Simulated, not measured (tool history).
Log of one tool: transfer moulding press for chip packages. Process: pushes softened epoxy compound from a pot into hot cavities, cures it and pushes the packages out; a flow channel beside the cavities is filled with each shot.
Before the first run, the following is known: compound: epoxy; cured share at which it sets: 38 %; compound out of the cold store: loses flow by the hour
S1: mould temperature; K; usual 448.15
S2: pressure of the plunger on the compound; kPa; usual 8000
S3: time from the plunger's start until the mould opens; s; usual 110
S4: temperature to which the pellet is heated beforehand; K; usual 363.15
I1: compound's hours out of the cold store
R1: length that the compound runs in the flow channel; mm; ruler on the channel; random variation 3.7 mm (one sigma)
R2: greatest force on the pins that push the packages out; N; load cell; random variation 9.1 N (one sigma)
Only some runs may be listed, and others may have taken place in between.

run	hour	S1	S2	S3	S4	I1	R1	R2
1	0	448.15	8000	110	363.15	8.6	695	883
# hour 5.1: cavities cleaned with cleaning compound and waxed
2	23.8	448.15	8000	110	363.15	37.6	636	539
# hour 28.7: plunger's sealing rings changed
3	61.3	448.15	8000	110	363.15	17.3	709	732
4	89.7	448.15	8000	110	363.15	46.2	646	802
# hour 108.6: cavities cleaned with cleaning compound and waxed
5	117.8	448.15	8000	110	363.15	35.9	662	489
6	150.9	448.15	8000	110	363.15	9.3	728	727
7	184.9	448.15	8000	110	363.15	17.2	707	833
# hour 207.8: cavities cleaned with cleaning compound and waxed
8	212.9	454.15	8000	110	363.15	37.3	651	357
9	242.9	455.15	8000	110	363.15	41	627	489
10	261.3	455.15	8000	110	363.15	41.4	642	525
11	278.5	455.15	8000	110	363.15	15.3	692	592
12	299.1	455.15	8000	110	363.15	34.7	646	625
# hour 307.6: cavities cleaned with cleaning compound and waxed
13	339.4	455.15	8000	110	363.15	10.8	700	464
14	370.1	448.15	9940	110	363.15	44.9	704	690
15	403.7	452.15	6850	110	363.15	41.2	578	672
# hour 407.5: cavities cleaned with cleaning compound and waxed
16	433.8	448.15	6370	110	363.15	27.2	587	600
17	457.6	448.15	8260	138	366.15	30.7	657	541
18	487.8	448.15	8260	115	366.15	26.5	672	749
# hour 493: plunger's sealing rings changed
# hour 509.3: cavities cleaned with cleaning compound and waxed
19	511.2	448.15	6660	137	363.15	36.9	605	334
20	537.4	448.15	6660	137	363.15	27.6	628	439
21	556.4	440.15	6210	100	363.15	32.8	604	1402

Expected results for the next run?
22	574.6	440.15	6210	100	363.15	10.3	?	?

{"run 22": {"R1": 655, "R2": 1638}}
With no hidden state in the tool, this same run would have given R1 663 mm, R2 921 N.
